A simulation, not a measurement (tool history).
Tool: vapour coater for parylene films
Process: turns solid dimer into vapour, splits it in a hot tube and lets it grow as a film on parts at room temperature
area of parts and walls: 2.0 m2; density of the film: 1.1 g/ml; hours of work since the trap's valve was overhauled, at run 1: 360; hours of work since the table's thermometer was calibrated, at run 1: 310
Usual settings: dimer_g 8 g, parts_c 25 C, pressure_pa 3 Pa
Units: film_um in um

| run | hour | dimer_g | parts_c | pressure_pa | hours of work since the trap's valve was overhauled | hours of work since the table's thermometer was calibrated | film_um |
|---|---|---|---|---|---|---|---|
| 1 | 0 | 8 | 25 | 3 | 360 | 310 | 2.59 |
| 2 | 11 | 8 | 19 | 3 | 366 | 315 | 2.94 |
| 3 | 25.7 | 8 | 19 | 3 | 373 | 323 | 2.96 |
| 4 | 36 | 3 | 19 | 3 | 379 | 328 | 1.11 |
| 5 | 55 | 3 | 19 | 3 | 388 | 338 | 1.1 |
| 6 | 78.3 | 3 | 19 | 3 | 400 | 350 | 1.09 |
| 7 | 91.2 | 8 | 25 | 3 | 407 | 356 | 2.58 |
| 8 | 102.5 | 8 | 25 | 3 | 412 | 362 | 2.59 |
| 9 | 114.6 | 3 | 24 | 7.8 | 419 | 368 | 0.8 |
| 10 | 137.9 | 3 | 18 | 3 | 431 | 380 | 1.11 |
| 11 | 156.6 | 3 | 25 | 3 | 440 | 390 | 0.97 |
| 12 | 167.3 | 8 | 25 | 4.58 | 445 | 395 | 2.31 |
| 13 | 187.7 | 8 | 25 | 4.58 | 456 | 405 | 2.32 |

5 ways to go on from here, each from the tool as it stands after run 13. What would each give?
| A | 208.3 | 7 | 19 | 4.58 | 466 | 416 | ? |
| B | 208.3 | 8 | 26 | 4.58 | 466 | 416 | ? |
| C | 208.3 | 6 | 17 | 5.39 | 466 | 416 | ? |
| D | 208.3 | 8 | 22 | 9.42 | 466 | 416 | ? |
| E | 208.3 | 6 | 20 | 3.74 | 466 | 416 | ? |

| run | film_um |
|---|---|
| A | 2.3 |
| B | 2.28 |
| C | 1.97 |
| D | 2.06 |
| E | 2.02 |
Without the tool's hidden state the same runs would have given:
| run | film_um |
|---|---|
| A | 2.4 |
| B | 2.37 |
| C | 2.05 |
| D | 2.14 |
| E | 2.1 |
